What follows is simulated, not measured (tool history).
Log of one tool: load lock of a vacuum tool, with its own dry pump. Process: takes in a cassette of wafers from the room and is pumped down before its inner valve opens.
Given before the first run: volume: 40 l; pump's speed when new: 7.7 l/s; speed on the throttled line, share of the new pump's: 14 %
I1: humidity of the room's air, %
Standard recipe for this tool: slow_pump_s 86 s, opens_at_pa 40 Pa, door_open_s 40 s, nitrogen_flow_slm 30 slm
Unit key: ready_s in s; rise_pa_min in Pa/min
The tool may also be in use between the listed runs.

run 1 hour=0.0 | slow_pump_s=86 opens_at_pa=40 door_open_s=40 nitrogen_flow_slm=30 | I1=41.7 | ready_s=116.5 rise_pa_min=0.055
run 2 hour=112.4 | slow_pump_s=86 opens_at_pa=40 door_open_s=40 nitrogen_flow_slm=30 | I1=42.8 | ready_s=116.7 rise_pa_min=0.049
run 3 hour=324.8 | slow_pump_s=86 opens_at_pa=40 door_open_s=40 nitrogen_flow_slm=30 | I1=45.1 | ready_s=116.4 rise_pa_min=0.055
run 4 hour=538.8 | slow_pump_s=86 opens_at_pa=40 door_open_s=40 nitrogen_flow_slm=4 | I1=46.8 | ready_s=116.4 rise_pa_min=0.069
run 5 hour=661.2 | slow_pump_s=86 opens_at_pa=40 door_open_s=40 nitrogen_flow_slm=4 | I1=47.0 | ready_s=116.1 rise_pa_min=0.079
run 6 hour=780.3 | slow_pump_s=126 opens_at_pa=40 door_open_s=40 nitrogen_flow_slm=4 | I1=46.4 | ready_s=150.2 rise_pa_min=0.075
run 7 hour=981.2 | slow_pump_s=126 opens_at_pa=40 door_open_s=40 nitrogen_flow_slm=4 | I1=45.0 | ready_s=150.6 rise_pa_min=0.074
run 8 hour=1077.8 | slow_pump_s=128 opens_at_pa=40 door_open_s=40 nitrogen_flow_slm=30 | I1=45.3 | ready_s=150.9 rise_pa_min=0.060
run 9 hour=1276.7 | slow_pump_s=86 opens_at_pa=40 door_open_s=40 nitrogen_flow_slm=30 | I1=48.2 | ready_s=115.9 rise_pa_min=0.064
run 10 hour=1491.6 | slow_pump_s=86 opens_at_pa=40 door_open_s=40 nitrogen_flow_slm=30 | I1=45.8 | ready_s=116.4 rise_pa_min=0.064
run 11 hour=1676.1 | slow_pump_s=86 opens_at_pa=40 door_open_s=33 nitrogen_flow_slm=30 | I1=43.6 | ready_s=116.0 rise_pa_min=0.067
run 12 hour=1850.0 | slow_pump_s=86 opens_at_pa=40 door_open_s=40 nitrogen_flow_slm=30 | I1=43.7 | ready_s=115.9 rise_pa_min=0.063
run 13 hour=2071.4 | slow_pump_s=86 opens_at_pa=40 door_open_s=40 nitrogen_flow_slm=26 | I1=45.4 | ready_s=116.5 rise_pa_min=0.069
run 14 hour=2271.0 | slow_pump_s=86 opens_at_pa=40 door_open_s=40 nitrogen_flow_slm=26 | I1=47.9 | ready_s=116.2 rise_pa_min=0.074
run 15 hour=2442.6 | slow_pump_s=86 opens_at_pa=40 door_open_s=40 nitrogen_flow_slm=30 | I1=48.9 | ready_s=116.9 rise_pa_min=0.071
run 16 hour=2548.0 | slow_pump_s=86 opens_at_pa=40 door_open_s=40 nitrogen_flow_slm=30 | I1=47.4 | ready_s=117.2 rise_pa_min=0.072
run 17 hour=2650.7 | slow_pump_s=86 opens_at_pa=40 door_open_s=40 nitrogen_flow_slm=30 | I1=44.0 | ready_s=116.8 rise_pa_min=0.076
run 18 hour=2798.2 | slow_pump_s=86 opens_at_pa=40 door_open_s=40 nitrogen_flow_slm=30 | I1=46.4 | ready_s=116.7 rise_pa_min=0.080
run 19 hour=2898.5 | slow_pump_s=86 opens_at_pa=40 door_open_s=40 nitrogen_flow_slm=9 | I1=44.6 | ready_s=117.1 rise_pa_min=0.086
run 20 hour=3026.1 | slow_pump_s=86 opens_at_pa=40 door_open_s=40 nitrogen_flow_slm=9 | I1=44.9 | ready_s=116.6 rise_pa_min=0.090
run 21 hour=3204.6 | slow_pump_s=86 opens_at_pa=31 door_open_s=41 nitrogen_flow_slm=30 | I1=44.7 | ready_s=117.7 rise_pa_min=0.077
run 22 hour=3368.7 | slow_pump_s=86 opens_at_pa=31 door_open_s=41 nitrogen_flow_slm=30 | I1=47.4 | ready_s=118.4 rise_pa_min=0.080
run 23 hour=3601.7 | slow_pump_s=86 opens_at_pa=31 door_open_s=41 nitrogen_flow_slm=30 | I1=46.4 | ready_s=118.6 rise_pa_min=0.081
run 24 hour=3811.5 | slow_pump_s=69 opens_at_pa=58 door_open_s=41 nitrogen_flow_slm=30 | I1=48.4 | ready_s=101.0 rise_pa_min=0.083
run 25 hour=3907.8 | slow_pump_s=69 opens_at_pa=58 door_open_s=41 nitrogen_flow_slm=30 | I1=43.0 | ready_s=101.1 rise_pa_min=0.084

The next listed run, before its measurement:
run 26 hour=4088.7 | slow_pump_s=69 opens_at_pa=72 door_open_s=39 nitrogen_flow_slm=8 | I1=45.6 | ready_s=? rise_pa_min=?

ready_s: 99.4 s
rise_pa_min: 0.104 Pa/min
With the hidden condition absent and the run-to-run variation left alone, this run would have shown ready_s 96.8 s, rise_pa_min 0.043 Pa/min.
